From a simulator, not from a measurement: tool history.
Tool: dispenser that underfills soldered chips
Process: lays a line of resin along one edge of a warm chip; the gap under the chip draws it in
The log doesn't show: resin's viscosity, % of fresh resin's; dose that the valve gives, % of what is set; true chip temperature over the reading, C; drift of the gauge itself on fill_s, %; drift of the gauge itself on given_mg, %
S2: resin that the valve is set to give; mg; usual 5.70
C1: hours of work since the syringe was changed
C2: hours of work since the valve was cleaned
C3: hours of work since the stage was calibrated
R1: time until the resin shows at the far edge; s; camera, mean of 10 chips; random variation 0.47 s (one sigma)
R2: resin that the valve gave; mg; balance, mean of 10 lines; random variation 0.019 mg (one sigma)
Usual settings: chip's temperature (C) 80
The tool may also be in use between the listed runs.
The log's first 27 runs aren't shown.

{"run": 28, "day": 3.871, "chip's temperature (C)": 70, "S2": 7.03, "C1": 2, "C2": 47, "C3": 189, "R1": 56.1, "R2": 6.8}
{"run": 29, "day": 3.992, "chip's temperature (C)": 82, "S2": 7.22, "C1": 4, "C2": 49, "C3": 191, "R1": 44.2, "R2": 6.99}
{"run": 30, "day": 4.096, "chip's temperature (C)": 82, "S2": 7.22, "C1": 6, "C2": 51, "C3": 193, "R1": 51.7, "R2": 6.96}
{"run": 31, "day": 4.233, "chip's temperature (C)": 75, "S2": 4.86, "C1": 9, "C2": 53, "C3": 196, "R1": 81.8, "R2": 4.68}
{"run": 32, "day": 4.358, "chip's temperature (C)": 71, "S2": 6.28, "C1": 11, "C2": 56, "C3": 198, "R1": 104.4, "R2": 6.04}
{"day": 4.392, "done": "new syringe of resin"}
{"run": 33, "day": 4.458, "chip's temperature (C)": 70, "S2": 4.84, "C1": 1, "C2": 57, "C3": 199, "R1": 56.7, "R2": 4.64}
{"run": 34, "day": 4.629, "chip's temperature (C)": 80, "S2": 6.55, "C1": 4, "C2": 60, "C3": 203, "R1": 46.4, "R2": 6.29}
{"run": 35, "day": 4.758, "chip's temperature (C)": 80, "S2": 6.55, "C1": 7, "C2": 63, "C3": 205, "R1": 55.1, "R2": 6.27}
{"run": 36, "day": 4.921, "chip's temperature (C)": 84, "S2": 5.7, "C1": 10, "C2": 66, "C3": 208, "R1": 60.2, "R2": 5.45}
{"day": 5.038, "done": "new syringe of resin"}
{"run": 37, "day": 5.096, "chip's temperature (C)": 80, "S2": 5.54, "C1": 1, "C2": 69, "C3": 211, "R1": 39.1, "R2": 5.27}
{"run": 38, "day": 5.183, "chip's temperature (C)": 72, "S2": 5.4, "C1": 3, "C2": 70, "C3": 213, "R1": 57.0, "R2": 5.13}

Forecast each of these 3 alternatives for the next run:
{"run": "A", "day": 5.333, "chip's temperature (C)": 89, "S2": 5.31, "C1": 5, "C2": 73, "C3": 215, "R1": "?", "R2": "?"}
{"run": "B", "day": 5.333, "chip's temperature (C)": 89, "S2": 6.14, "C1": 5, "C2": 73, "C3": 215, "R1": "?", "R2": "?"}
{"run": "C", "day": 5.333, "chip's temperature (C)": 85, "S2": 6.14, "C1": 5, "C2": 73, "C3": 215, "R1": "?", "R2": "?"}

run=A R1=39.6 R2=5.07
run=B R1=38.6 R2=5.81
run=C R1=43.9 R2=5.84
Without the tool's hidden state the same runs would have given:
run=A R1=27.0 R2=5.33
run=B R1=26.5 R2=6.11
run=C R1=30.3 R2=6.14
